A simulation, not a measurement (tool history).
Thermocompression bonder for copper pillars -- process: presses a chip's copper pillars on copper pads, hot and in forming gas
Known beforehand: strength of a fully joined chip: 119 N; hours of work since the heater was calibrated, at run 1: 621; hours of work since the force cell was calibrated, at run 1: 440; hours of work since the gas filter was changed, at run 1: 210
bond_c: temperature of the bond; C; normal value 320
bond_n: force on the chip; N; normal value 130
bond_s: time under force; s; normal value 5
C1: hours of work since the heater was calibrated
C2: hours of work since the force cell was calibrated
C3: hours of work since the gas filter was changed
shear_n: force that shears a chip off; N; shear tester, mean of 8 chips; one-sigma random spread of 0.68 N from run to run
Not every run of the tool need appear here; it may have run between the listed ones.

{"run": 1, "hour": 0.0, "bond_c": 320, "bond_n": 130, "bond_s": 5, "C1": 621, "C2": 440, "C3": 210, "shear_n": 39.6}
{"run": 2, "hour": 36.2, "bond_c": 320, "bond_n": 130, "bond_s": 5, "C1": 638, "C2": 457, "C3": 228, "shear_n": 38.3}
{"run": 3, "hour": 89.8, "bond_c": 320, "bond_n": 130, "bond_s": 5, "C1": 664, "C2": 483, "C3": 253, "shear_n": 39.1}
{"hour": 105.4, "done": "forming gas filter changed"}
{"run": 4, "hour": 140.8, "bond_c": 320, "bond_n": 130, "bond_s": 3, "C1": 688, "C2": 507, "C3": 17, "shear_n": 33.6}
{"run": 5, "hour": 166.7, "bond_c": 320, "bond_n": 130, "bond_s": 3, "C1": 700, "C2": 519, "C3": 29, "shear_n": 35.5}
{"run": 6, "hour": 221.0, "bond_c": 320, "bond_n": 130, "bond_s": 3, "C1": 726, "C2": 546, "C3": 55, "shear_n": 33.1}
{"run": 7, "hour": 256.6, "bond_c": 320, "bond_n": 130, "bond_s": 3, "C1": 744, "C2": 563, "C3": 73, "shear_n": 34.0}
{"run": 8, "hour": 290.5, "bond_c": 320, "bond_n": 130, "bond_s": 10, "C1": 760, "C2": 579, "C3": 89, "shear_n": 51.7}
{"run": 9, "hour": 317.9, "bond_c": 320, "bond_n": 130, "bond_s": 7, "C1": 773, "C2": 592, "C3": 102, "shear_n": 45.3}
{"run": 10, "hour": 358.3, "bond_c": 320, "bond_n": 130, "bond_s": 7, "C1": 792, "C2": 611, "C3": 121, "shear_n": 45.9}
{"run": 11, "hour": 399.1, "bond_c": 320, "bond_n": 130, "bond_s": 7, "C1": 812, "C2": 631, "C3": 141, "shear_n": 46.6}
{"run": 12, "hour": 453.6, "bond_c": 320, "bond_n": 130, "bond_s": 7, "C1": 838, "C2": 657, "C3": 167, "shear_n": 45.1}
{"run": 13, "hour": 490.9, "bond_c": 320, "bond_n": 130, "bond_s": 7, "C1": 856, "C2": 675, "C3": 185, "shear_n": 43.9}
{"run": 14, "hour": 522.0, "bond_c": 328, "bond_n": 130, "bond_s": 7, "C1": 871, "C2": 690, "C3": 200, "shear_n": 48.9}
{"run": 15, "hour": 553.0, "bond_c": 328, "bond_n": 130, "bond_s": 7, "C1": 886, "C2": 705, "C3": 215, "shear_n": 48.0}
{"run": 16, "hour": 584.4, "bond_c": 320, "bond_n": 130, "bond_s": 5, "C1": 901, "C2": 720, "C3": 230, "shear_n": 37.4}
{"run": 17, "hour": 631.9, "bond_c": 320, "bond_n": 130, "bond_s": 9, "C1": 924, "C2": 743, "C3": 253, "shear_n": 47.2}
{"hour": 647.2, "done": "forming gas filter changed"}
{"run": 18, "hour": 664.9, "bond_c": 320, "bond_n": 130, "bond_s": 9, "C1": 939, "C2": 758, "C3": 8, "shear_n": 52.5}
{"run": 19, "hour": 710.1, "bond_c": 320, "bond_n": 130, "bond_s": 12, "C1": 961, "C2": 780, "C3": 30, "shear_n": 57.6}
{"run": 20, "hour": 756.8, "bond_c": 320, "bond_n": 130, "bond_s": 6, "C1": 984, "C2": 803, "C3": 53, "shear_n": 43.1}
{"run": 21, "hour": 783.5, "bond_c": 335, "bond_n": 130, "bond_s": 5, "C1": 996, "C2": 815, "C3": 65, "shear_n": 46.4}
{"hour": 814.6, "done": "heater calibrated with a thermocouple chip"}
{"run": 22, "hour": 829.0, "bond_c": 310, "bond_n": 104, "bond_s": 12, "C1": 7, "C2": 836, "C3": 86, "shear_n": 46.4}
{"run": 23, "hour": 869.9, "bond_c": 320, "bond_n": 143, "bond_s": 12, "C1": 27, "C2": 856, "C3": 106, "shear_n": 62.3}
{"run": 24, "hour": 912.7, "bond_c": 310, "bond_n": 190, "bond_s": 3, "C1": 47, "C2": 876, "C3": 127, "shear_n": 39.8}
{"run": 25, "hour": 953.1, "bond_c": 292, "bond_n": 187, "bond_s": 10, "C1": 66, "C2": 896, "C3": 146, "shear_n": 49.9}
{"run": 26, "hour": 1004.7, "bond_c": 292, "bond_n": 187, "bond_s": 10, "C1": 91, "C2": 921, "C3": 171, "shear_n": 50.5}
{"run": 27, "hour": 1038.7, "bond_c": 292, "bond_n": 187, "bond_s": 10, "C1": 108, "C2": 937, "C3": 187, "shear_n": 49.7}
{"run": 28, "hour": 1075.5, "bond_c": 292, "bond_n": 187, "bond_s": 10, "C1": 125, "C2": 955, "C3": 205, "shear_n": 49.2}
{"run": 29, "hour": 1108.3, "bond_c": 347, "bond_n": 130, "bond_s": 7, "C1": 141, "C2": 970, "C3": 220, "shear_n": 59.1}
{"run": 30, "hour": 1159.3, "bond_c": 305, "bond_n": 130, "bond_s": 7, "C1": 166, "C2": 995, "C3": 245, "shear_n": 39.7}
{"hour": 1193.1, "done": "forming gas filter changed"}
{"run": 31, "hour": 1203.5, "bond_c": 348, "bond_n": 130, "bond_s": 10, "C1": 186, "C2": 1016, "C3": 5, "shear_n": 73.4}
{"run": 32, "hour": 1229.5, "bond_c": 348, "bond_n": 130, "bond_s": 10, "C1": 199, "C2": 1028, "C3": 17, "shear_n": 72.6}
{"run": 33, "hour": 1254.4, "bond_c": 304, "bond_n": 130, "bond_s": 7, "C1": 211, "C2": 1040, "C3": 29, "shear_n": 42.4}
{"run": 34, "hour": 1294.1, "bond_c": 320, "bond_n": 130, "bond_s": 13, "C1": 230, "C2": 1059, "C3": 48, "shear_n": 60.9}
{"run": 35, "hour": 1330.0, "bond_c": 333, "bond_n": 113, "bond_s": 11, "C1": 247, "C2": 1077, "C3": 66, "shear_n": 61.1}
{"run": 36, "hour": 1372.0, "bond_c": 333, "bond_n": 113, "bond_s": 11, "C1": 267, "C2": 1097, "C3": 86, "shear_n": 59.4}
{"run": 37, "hour": 1409.7, "bond_c": 320, "bond_n": 123, "bond_s": 5, "C1": 285, "C2": 1115, "C3": 104, "shear_n": 39.8}
{"run": 38, "hour": 1457.2, "bond_c": 320, "bond_n": 123, "bond_s": 5, "C1": 308, "C2": 1138, "C3": 127, "shear_n": 38.5}
{"run": 39, "hour": 1502.9, "bond_c": 317, "bond_n": 181, "bond_s": 6, "C1": 330, "C2": 1160, "C3": 149, "shear_n": 50.8}

Branching from run 39: 3 alternative next runs. What would each branch give?
{"run": "A", "hour": 1542.1, "bond_c": 341, "bond_n": 110, "bond_s": 4, "C1": 349, "C2": 1178, "C3": 168, "shear_n": "?"}
{"run": "B", "hour": 1542.1, "bond_c": 325, "bond_n": 181, "bond_s": 6, "C1": 349, "C2": 1178, "C3": 168, "shear_n": "?"}
{"run": "C", "hour": 1542.1, "bond_c": 296, "bond_n": 134, "bond_s": 7, "C1": 349, "C2": 1178, "C3": 168, "shear_n": "?"}

run=A shear_n=41.2
run=B shear_n=56.3
run=C shear_n=35.3
With the hidden condition removed and each run's random variation left untouched, the same runs would have given:
run=A shear_n=47.6
run=B shear_n=64.4
run=C shear_n=41.0

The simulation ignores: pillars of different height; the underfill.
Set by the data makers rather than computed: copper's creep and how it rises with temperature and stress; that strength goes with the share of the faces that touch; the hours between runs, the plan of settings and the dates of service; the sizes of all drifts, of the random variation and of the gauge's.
